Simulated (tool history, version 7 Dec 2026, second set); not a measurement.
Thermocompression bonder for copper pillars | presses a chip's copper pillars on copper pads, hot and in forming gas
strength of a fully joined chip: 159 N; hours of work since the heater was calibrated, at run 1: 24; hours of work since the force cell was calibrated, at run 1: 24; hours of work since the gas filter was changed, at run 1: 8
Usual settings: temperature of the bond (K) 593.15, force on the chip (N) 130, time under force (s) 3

run,day,temperature of the bond (K),force on the chip (N),time under force (s),hours of work since the heater was calibrated,hours of work since the force cell was calibrated,hours of work since the gas filter was changed,force that shears a chip off (N)
1,0,593.15,130,3,24,24,8,65.3
2,0.254,593.15,79,3,27,27,11,45.3
3,0.638,593.15,79,3,32,32,15,45.4
4,0.962,593.15,79,3,36,36,19,45.7
5,1.292,593.15,130,3,40,40,23,64.6
6,1.683,593.15,130,8,44,44,28,91.2
7,2.071,576.15,130,3,49,49,33,53.1
8,2.279,576.15,130,3,51,51,35,53
9,2.533,576.15,130,3,55,55,38,52.6
10,2.721,593.15,130,3,57,57,40,64.2
11,3.067,593.15,130,3,61,61,44,64.4
12,3.408,593.15,130,3,65,65,49,64.7
13,3.633,593.15,130,4,68,68,51,72.3
14,3.858,578.15,130,3,70,70,54,54.5
15,4.217,578.15,130,3,75,75,58,54
16,4.404,593.15,165,3,77,77,60,75.9
17,4.608,593.15,154,3,79,79,63,71.8
18,5.033,570.15,130,3,84,84,68,50
19,5.388,570.15,130,3,89,89,72,49.5
20,5.733,570.15,130,3,93,93,76,49.2
21,6.121,568.15,130,3,97,97,81,48.6
22,6.325,593.15,171,7,100,100,83,102.2

The next listed run, before its measurement:
23,6.604,609.15,109,2,103,103,87,?

{"run 23": {"force that shears a chip off (N)": 58.1}}
Without the tool's hidden state the same run would have given force that shears a chip off (N) 58.2.
